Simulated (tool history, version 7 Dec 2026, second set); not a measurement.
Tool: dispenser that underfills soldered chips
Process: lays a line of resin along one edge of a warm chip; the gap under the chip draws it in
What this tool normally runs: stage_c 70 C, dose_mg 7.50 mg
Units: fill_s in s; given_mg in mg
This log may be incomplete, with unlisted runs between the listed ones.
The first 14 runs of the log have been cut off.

run 15 day=3.275 | stage_c=64 dose_mg=7.50 | fill_s=180.8 given_mg=7.17
run 16 day=3.425 | stage_c=64 dose_mg=7.50 | fill_s=216.1 given_mg=7.27
-- day=3.504 new syringe of resin
run 17 day=3.646 | stage_c=72 dose_mg=7.50 | fill_s=105.0 given_mg=7.16
run 18 day=3.942 | stage_c=70 dose_mg=7.50 | fill_s=155.8 given_mg=7.12
-- day=4.112 new syringe of resin
run 19 day=4.200 | stage_c=82 dose_mg=8.37 | fill_s=67.4 given_mg=7.95
run 20 day=4.367 | stage_c=82 dose_mg=8.37 | fill_s=83.9 given_mg=7.95
-- day=4.704 new syringe of resin
run 21 day=4.708 | stage_c=57 dose_mg=6.72 | fill_s=169.6 given_mg=6.35
run 22 day=4.962 | stage_c=57 dose_mg=6.72 | fill_s=225.1 given_mg=6.38
run 23 day=5.112 | stage_c=58 dose_mg=7.56 | fill_s=251.5 given_mg=7.02
run 24 day=5.254 | stage_c=77 dose_mg=7.50 | fill_s=142.2 given_mg=7.13
-- day=5.292 new syringe of resin
run 25 day=5.538 | stage_c=70 dose_mg=9.39 | fill_s=124.7 given_mg=8.78
run 26 day=5.729 | stage_c=57 dose_mg=9.00 | fill_s=254.4 given_mg=8.36
-- day=5.883 new syringe of resin
-- day=5.950 dispensing valve cleaned and set on the balance
run 27 day=6.042 | stage_c=65 dose_mg=9.62 | fill_s=131.2 given_mg=9.54
run 28 day=6.333 | stage_c=60 dose_mg=7.31 | fill_s=229.9 given_mg=7.22
-- day=6.504 new syringe of resin
run 29 day=6.504 | stage_c=60 dose_mg=7.31 | fill_s=143.3 given_mg=7.31
run 30 day=6.821 | stage_c=70 dose_mg=8.25 | fill_s=135.6 given_mg=8.19
-- day=7.088 new syringe of resin
run 31 day=7.088 | stage_c=64 dose_mg=9.77 | fill_s=120.0 given_mg=9.52
run 32 day=7.346 | stage_c=60 dose_mg=7.86 | fill_s=190.5 given_mg=7.74
run 33 day=7.508 | stage_c=61 dose_mg=7.53 | fill_s=227.0 given_mg=7.32
-- day=7.667 new syringe of resin
run 34 day=7.733 | stage_c=84 dose_mg=9.20 | fill_s=60.7 given_mg=8.94
run 35 day=7.958 | stage_c=82 dose_mg=7.50 | fill_s=88.5 given_mg=7.33

Here are 5 independent what-if runs from the current tool condition. What would each one return?
run A day=8.188 | stage_c=57 dose_mg=7.40 | fill_s=? given_mg=?
run B day=8.188 | stage_c=59 dose_mg=8.10 | fill_s=? given_mg=?
run C day=8.188 | stage_c=69 dose_mg=6.73 | fill_s=? given_mg=?
run D day=8.188 | stage_c=59 dose_mg=8.83 | fill_s=? given_mg=?
run E day=8.188 | stage_c=65 dose_mg=9.67 | fill_s=? given_mg=?

run=A fill_s=294.0 given_mg=7.16
run=B fill_s=262.1 given_mg=7.87
run=C fill_s=190.2 given_mg=6.60
run=D fill_s=262.1 given_mg=8.52
run=E fill_s=200.0 given_mg=9.41
Had the tool no hidden state, the same runs would have come out as:
run=A fill_s=146.4 given_mg=7.38
run=B fill_s=131.1 given_mg=8.12
run=C fill_s=95.1 given_mg=6.80
run=D fill_s=131.4 given_mg=8.79
run=E fill_s=100.6 given_mg=9.70

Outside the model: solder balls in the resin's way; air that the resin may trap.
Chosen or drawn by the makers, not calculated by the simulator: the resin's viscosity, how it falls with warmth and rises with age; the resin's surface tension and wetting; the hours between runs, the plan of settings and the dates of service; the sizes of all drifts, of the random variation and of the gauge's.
